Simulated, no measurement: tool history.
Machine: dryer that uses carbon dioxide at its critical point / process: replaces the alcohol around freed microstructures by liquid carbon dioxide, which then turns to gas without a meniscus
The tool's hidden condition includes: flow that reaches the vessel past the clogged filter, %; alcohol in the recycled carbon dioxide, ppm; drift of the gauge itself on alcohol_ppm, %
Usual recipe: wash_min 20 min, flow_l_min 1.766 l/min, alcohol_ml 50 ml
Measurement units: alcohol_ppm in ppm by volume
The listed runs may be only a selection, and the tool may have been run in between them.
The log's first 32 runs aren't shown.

| run | day | wash_min | flow_l_min | alcohol_ml | hours of work since the filter was changed | hours of work since the purifier's bed was changed | alcohol_ppm |
|---|---|---|---|---|---|---|---|
| 33 | 15.704 | 29 | 2.85 | 95 | 39 | 198 | 44 |
| 34 | 16.354 | 31 | 1.91 | 22 | 44 | 203 | 44 |
| 35 | 16.817 | 20 | 1.766 | 20 | 47 | 206 | 49 |
| 36 | 17.146 | 20 | 1.766 | 20 | 50 | 209 | 44 |
| 37 | 17.625 | 20 | 2.76 | 45 | 53 | 213 | 41 |
| 38 | 18.196 | 20 | 2.76 | 45 | 57 | 217 | 34 |
| 39 | 18.804 | 20 | 2.76 | 70 | 62 | 221 | 41 |
| 40 | 19.162 | 20 | 2.39 | 50 | 65 | 224 | 41 |
| 41 | 19.45 | 17 | 2.39 | 38 | 67 | 226 | 32 |
| 42 | 19.892 | 32 | 1.34 | 89 | 70 | 229 | 38 |

Branching from run 42: 3 alternative next runs. What would each branch give?
| A | 20.233 | 31 | 1.766 | 33 | 73 | 232 | ? |
| B | 20.233 | 29 | 1.28 | 32 | 73 | 232 | ? |
| C | 20.233 | 17 | 1.46 | 35 | 73 | 232 | ? |

| run | alcohol_ppm |
|---|---|
| A | 40 |
| B | 46 |
| C | 69 |
Take away the tool's hidden state, keep each run's random variation, and the runs would have read:
| run | alcohol_ppm |
|---|---|
| A | 2 |
| B | 6 |
| C | 23 |
